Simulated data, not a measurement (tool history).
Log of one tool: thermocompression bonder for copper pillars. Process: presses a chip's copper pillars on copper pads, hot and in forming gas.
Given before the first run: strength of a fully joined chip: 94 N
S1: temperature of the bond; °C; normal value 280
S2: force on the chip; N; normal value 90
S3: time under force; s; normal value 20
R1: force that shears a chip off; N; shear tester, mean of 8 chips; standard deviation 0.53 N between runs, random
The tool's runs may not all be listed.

| run | hour | S1 | S2 | S3 | R1 |
|---|---|---|---|---|---|
| 1 | 0.0 | 280 | 90 | 20 | 62.4 |
| 2 | 5.9 | 280 | 90 | 20 | 62.3 |
| 3 | 18.6 | 280 | 90 | 42 | 72.7 |
| 4 | 27.2 | 280 | 91 | 20 | 62.7 |
| 5 | 35.4 | 280 | 91 | 20 | 61.7 |
| 6 | 47.0 | 262 | 91 | 20 | 53.3 |
| 7 | 60.7 | 262 | 91 | 20 | 51.3 |
| 8 | 67.7 | 277 | 90 | 20 | 60.5 |
| 9 | 80.5 | 277 | 90 | 20 | 58.3 |
| 10 | 91.6 | 268 | 90 | 20 | 54.6 |
| 11 | 100.4 | 268 | 90 | 20 | 53.6 |
| 12 | 107.1 | 280 | 90 | 20 | 59.7 |
| 13 | 119.8 | 308 | 68 | 57 | 74.1 |
| 14 | 130.8 | 267 | 91 | 20 | 54.6 |
| 15 | 142.3 | 280 | 69 | 20 | 51.2 |
| 16 | 151.9 | 279 | 74 | 16 | 56.1 |
| 17 | 164.3 | 280 | 60 | 37 | 61.6 |
| 18 | 176.1 | 275 | 68 | 36 | 63.8 |
| 19 | 182.1 | 277 | 98 | 37 | 80.2 |
| 20 | 196.6 | 277 | 98 | 37 | 76.4 |
| 21 | 204.2 | 259 | 90 | 20 | 53.6 |
| 22 | 213.6 | 293 | 90 | 21 | 72.5 |
| 23 | 219.9 | 293 | 90 | 21 | 72.8 |

Removed from this log: 3 entries logged between the listed runs. Between which two listed runs does each belong, and how does the tool's hidden state at the listed run before it compare with that at the listed run after it?
From run 14 to run 15: force cell calibrated (hour 133.5)
  true temperature of the bond over the reading, C: 0.3 -> 0.4; force that reaches the chip, % of what is set: 104.6 -> 106.1; oxide that the forming gas leaves, % of the face: 12.74 -> 13.04
  the result without the hidden state subtracted from the measured one, R1: -5.4 -> -4.5 N
From run 15 to run 16: forming gas filter changed (hour 147.6)
  oxide that the forming gas leaves, % of the face: 13.04 -> 0.67
  the result without the hidden state subtracted from the measured one, R1: -4.5 -> +2.7 N
From run 19 to run 20: force cell calibrated, once more (hour 184.9)
  true temperature of the bond over the reading, C: 0.5 -> 0.6; force that reaches the chip, % of what is set: 106.3 -> 100.2; oxide that the forming gas leaves, % of the face: 1.6 -> 1.97
  the result without the hidden state subtracted from the measured one, R1: +1.4 -> -0.8 N
